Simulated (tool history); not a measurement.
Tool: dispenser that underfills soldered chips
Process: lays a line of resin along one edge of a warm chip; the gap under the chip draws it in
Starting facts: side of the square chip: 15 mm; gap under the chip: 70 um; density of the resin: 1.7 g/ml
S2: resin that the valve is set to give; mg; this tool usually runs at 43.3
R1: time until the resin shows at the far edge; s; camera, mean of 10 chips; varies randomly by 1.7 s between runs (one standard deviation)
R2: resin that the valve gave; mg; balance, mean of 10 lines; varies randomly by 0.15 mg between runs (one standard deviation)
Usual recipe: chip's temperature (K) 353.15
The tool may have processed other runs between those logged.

Run 1, hour 0.0: usual settings. Result: R1 171.7 s, R2 42.38 mg.
Run 2, hour 6.2: usual settings. Result: R1 198.1 s, R2 42.18 mg.
Run 3, hour 9.4: usual settings. Result: R1 217.6 s, R2 41.98 mg.
At hour 10.6: new syringe of resin.
At hour 14.0: dispensing valve cleaned and set on the balance.
Run 4, hour 18.1: usual settings. Result: R1 208.2 s, R2 42.94 mg.
At hour 21.8: new syringe of resin.
Run 5, hour 24.6: usual settings but S2 46.2 mg. Result: R1 188.2 s, R2 46.06 mg.
Run 6, hour 28.4: usual settings but S2 46.2 mg. Result: R1 203.7 s, R2 46.06 mg.
At hour 32.5: new syringe of resin.
Run 7, hour 33.1: usual settings but S2 46.2 mg. Result: R1 175.8 s, R2 45.93 mg.
Run 8, hour 37.7: usual settings but S2 46.2 mg. Result: R1 198.6 s, R2 45.73 mg.
At hour 42.6: new syringe of resin.
Run 9, hour 45.1: usual settings but S2 39.0 mg. Result: R1 188.6 s, R2 38.62 mg.
Run 10, hour 50.9: usual settings but S2 39.0 mg. Result: R1 220.4 s, R2 38.53 mg.
At hour 52.9: new syringe of resin.
Run 11, hour 58.9: usual settings but S2 39.0 mg. Result: R1 203.4 s, R2 38.37 mg.
At hour 63.0: new syringe of resin.
Run 12, hour 64.8: usual settings but S2 39.0 mg. Result: R1 186.0 s, R2 38.41 mg.
Run 13, hour 68.4: usual settings but S2 39.0 mg. Result: R1 203.5 s, R2 38.40 mg.
Run 14, hour 72.1: usual settings but S2 39.0 mg. Result: R1 223.5 s, R2 38.35 mg.
At hour 73.7: new syringe of resin.
Run 15, hour 77.0: usual settings but chip's temperature (K) 368.15, S2 56.3 mg. Result: R1 97.8 s, R2 55.18 mg.
Run 16, hour 82.2: usual settings but chip's temperature (K) 342.15, S2 44.5 mg. Result: R1 380.7 s, R2 43.83 mg.
At hour 83.9: new syringe of resin.
Run 17, hour 86.8: usual settings but chip's temperature (K) 342.15, S2 44.5 mg. Result: R1 328.1 s, R2 43.48 mg.
Run 18, hour 93.2: usual settings but chip's temperature (K) 345.15, S2 40.4 mg. Result: R1 340.3 s, R2 39.35 mg.
At hour 94.5: new syringe of resin.
Run 19, hour 100.2: usual settings but chip's temperature (K) 361.15, S2 52.7 mg. Result: R1 139.3 s, R2 51.25 mg.
At hour 104.9: new syringe of resin.
Run 20, hour 105.2: usual settings but chip's temperature (K) 354.15, S2 53.2 mg. Result: R1 170.4 s, R2 51.81 mg.
Run 21, hour 108.7: usual settings but chip's temperature (K) 363.15, S2 43.0 mg. Result: R1 128.4 s, R2 41.89 mg.
Run 22, hour 113.5: usual settings but chip's temperature (K) 358.15, S2 45.5 mg. Result: R1 177.4 s, R2 44.06 mg.
At hour 115.2: new syringe of resin.
Run 23, hour 117.5: usual settings but S2 51.8 mg. Result: R1 182.3 s, R2 50.43 mg.
Run 24, hour 124.1: usual settings but S2 51.8 mg. Result: R1 220.3 s, R2 50.23 mg.
At hour 125.8: dispensing valve cleaned and set on the balance.
At hour 126.5: new syringe of resin.
Run 25, hour 129.2: usual settings but chip's temperature (K) 361.15, S2 43.2 mg. Result: R1 134.7 s, R2 43.21 mg.
Run 26, hour 136.1: usual settings but chip's temperature (K) 361.15, S2 43.2 mg. Result: R1 155.8 s, R2 42.87 mg.
At hour 137.0: new syringe of resin.
Run 27, hour 141.7: usual settings but chip's temperature (K) 361.15, S2 43.2 mg. Result: R1 140.2 s, R2 43.06 mg.
At hour 147.4: new syringe of resin.
Run 28, hour 148.3: usual settings but chip's temperature (K) 352.15, S2 43.2 mg. Result: R1 191.3 s, R2 42.95 mg.

Branching from run 28: 4 alternative next runs. What would each branch give?
Run A, hour 153.1: usual settings but chip's temperature (K) 343.15, S2 40.3 mg. Result: R1 ?, R2 ?.
Run B, hour 153.1: usual settings but chip's temperature (K) 355.15, S2 52.5 mg. Result: R1 ?, R2 ?.
Run C, hour 153.1: usual settings but chip's temperature (K) 352.15, S2 41.5 mg. Result: R1 ?, R2 ?.
Run D, hour 153.1: usual settings but S2 54.0 mg. Result: R1 ?, R2 ?.

run     R1     R2
  A  330.4  40.35
  B  183.6  52.31
  C  214.4  41.06
  D  205.2  53.80
What these runs would have given with no unlogged condition in the tool:
run     R1     R2
  A  273.3  40.62
  B  152.2  52.66
  C  177.6  41.34
  D  170.2  54.16

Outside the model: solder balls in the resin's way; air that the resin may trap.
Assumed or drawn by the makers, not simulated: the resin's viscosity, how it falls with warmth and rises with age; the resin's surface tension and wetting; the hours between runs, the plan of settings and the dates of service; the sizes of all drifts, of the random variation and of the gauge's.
